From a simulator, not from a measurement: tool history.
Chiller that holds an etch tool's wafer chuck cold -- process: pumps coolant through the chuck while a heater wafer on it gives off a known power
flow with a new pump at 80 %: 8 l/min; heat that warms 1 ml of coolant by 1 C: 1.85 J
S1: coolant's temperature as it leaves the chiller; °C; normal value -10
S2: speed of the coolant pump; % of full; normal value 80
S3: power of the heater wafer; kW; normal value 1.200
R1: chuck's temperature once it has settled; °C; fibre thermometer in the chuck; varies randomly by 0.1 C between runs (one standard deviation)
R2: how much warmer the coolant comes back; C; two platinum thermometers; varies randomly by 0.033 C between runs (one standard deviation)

run 1 hour=0.0 | S1=-10 S2=80 S3=1.200 | R1=2.8 R2=5.16
run 2 hour=50.5 | S1=-10 S2=80 S3=1.200 | R1=2.9 R2=5.16
run 3 hour=131.2 | S1=-16 S2=80 S3=1.200 | R1=-3.1 R2=5.14
run 4 hour=176.3 | S1=-10 S2=80 S3=1.200 | R1=3.0 R2=5.17
run 5 hour=236.8 | S1=-10 S2=80 S3=1.200 | R1=3.0 R2=5.11
run 6 hour=284.7 | S1=-10 S2=80 S3=1.200 | R1=3.0 R2=5.17
run 7 hour=365.1 | S1=-10 S2=80 S3=1.200 | R1=3.1 R2=5.21
run 8 hour=422.1 | S1=-10 S2=63 S3=1.200 | R1=6.1 R2=6.63
run 9 hour=489.6 | S1=-10 S2=61 S3=1.200 | R1=6.4 R2=7.01
run 10 hour=527.7 | S1=-10 S2=80 S3=0.959 | R1=0.6 R2=4.15
run 11 hour=601.5 | S1=-10 S2=80 S3=0.959 | R1=0.8 R2=4.17
run 12 hour=670.5 | S1=-10 S2=80 S3=1.200 | R1=3.1 R2=5.25
run 13 hour=740.7 | S1=-10 S2=80 S3=1.200 | R1=3.3 R2=5.20
run 14 hour=823.0 | S1=-10 S2=80 S3=1.200 | R1=3.5 R2=5.26
run 15 hour=874.7 | S1=-10 S2=80 S3=1.200 | R1=3.3 R2=5.32
run 16 hour=950.9 | S1=-7 S2=80 S3=1.200 | R1=6.5 R2=5.23
run 17 hour=1030.3 | S1=-7 S2=62 S3=0.730 | R1=3.3 R2=4.17
run 18 hour=1116.8 | S1=-6 S2=85 S3=0.711 | R1=2.0 R2=2.92
run 19 hour=1182.0 | S1=-10 S2=74 S3=1.705 | R1=10.6 R2=8.18
run 20 hour=1235.5 | S1=-9 S2=65 S3=1.044 | R1=5.2 R2=5.71
run 21 hour=1323.1 | S1=-9 S2=65 S3=1.044 | R1=5.1 R2=5.67
-- hour=1376.7 coolant changed, channels flushed
run 22 hour=1408.0 | S1=-18 S2=80 S3=0.632 | R1=-12.0 R2=2.79
-- hour=1412.8 chiller's thermometer calibrated
run 23 hour=1470.1 | S1=-10 S2=63 S3=1.200 | R1=3.9 R2=6.82
run 24 hour=1526.1 | S1=-10 S2=63 S3=1.200 | R1=4.0 R2=6.83
run 25 hour=1568.4 | S1=-10 S2=63 S3=1.200 | R1=4.2 R2=6.83
run 26 hour=1637.3 | S1=-10 S2=63 S3=1.200 | R1=3.9 R2=6.85
-- hour=1690.2 chiller's thermometer calibrated, once more
run 27 hour=1714.4 | S1=-2 S2=99 S3=0.913 | R1=5.2 R2=3.31
run 28 hour=1794.2 | S1=-10 S2=86 S3=1.165 | R1=0.3 R2=4.84
run 29 hour=1875.7 | S1=-6 S2=80 S3=1.200 | R1=5.3 R2=5.39
run 30 hour=1933.5 | S1=-10 S2=80 S3=1.420 | R1=3.4 R2=6.37
run 31 hour=2008.0 | S1=-5 S2=65 S3=1.450 | R1=11.3 R2=8.11

Measured result minus the same run's result without the hidden state. Both carry the same run-to-run variation, though not necessarily the same gauge scatter:
Unlogged tool condition in this case: heat passed by the chuck's channels, % of clean ones'; flow at a given pump speed, % of a new pump's; coolant's true temperature over the reading, C; drift of the gauge itself on chuck_c, C; drift of the gauge itself on warmer_back_c, C.
run=1 R1=+2.5 R2=+0.31
run=2 R1=+2.6 R2=+0.32
run=3 R1=+2.7 R2=+0.32
run=4 R1=+2.7 R2=+0.33
run=5 R1=+2.7 R2=+0.33
run=6 R1=+2.8 R2=+0.34
run=7 R1=+2.8 R2=+0.35
run=8 R1=+3.5 R2=+0.45
run=9 R1=+3.5 R2=+0.48
run=10 R1=+2.4 R2=+0.29
run=11 R1=+2.4 R2=+0.29
run=12 R1=+3.0 R2=+0.37
run=13 R1=+3.1 R2=+0.38
run=14 R1=+3.1 R2=+0.39
run=15 R1=+3.1 R2=+0.40
run=16 R1=+3.3 R2=+0.41
run=17 R1=+2.4 R2=+0.33
run=18 R1=+2.0 R2=+0.24
run=19 R1=+5.0 R2=+0.67
run=20 R1=+3.5 R2=+0.47
run=21 R1=+3.6 R2=+0.47
run=22 R1=+0.6 R2=+0.24
run=23 R1=+1.4 R2=+0.59
run=24 R1=+1.4 R2=+0.60
run=25 R1=+1.5 R2=+0.60
run=26 R1=+1.5 R2=+0.61
run=27 R1=+0.7 R2=+0.30
run=28 R1=+0.9 R2=+0.44
run=29 R1=+1.0 R2=+0.50
run=30 R1=+1.2 R2=+0.60
run=31 R1=+1.5 R2=+0.78
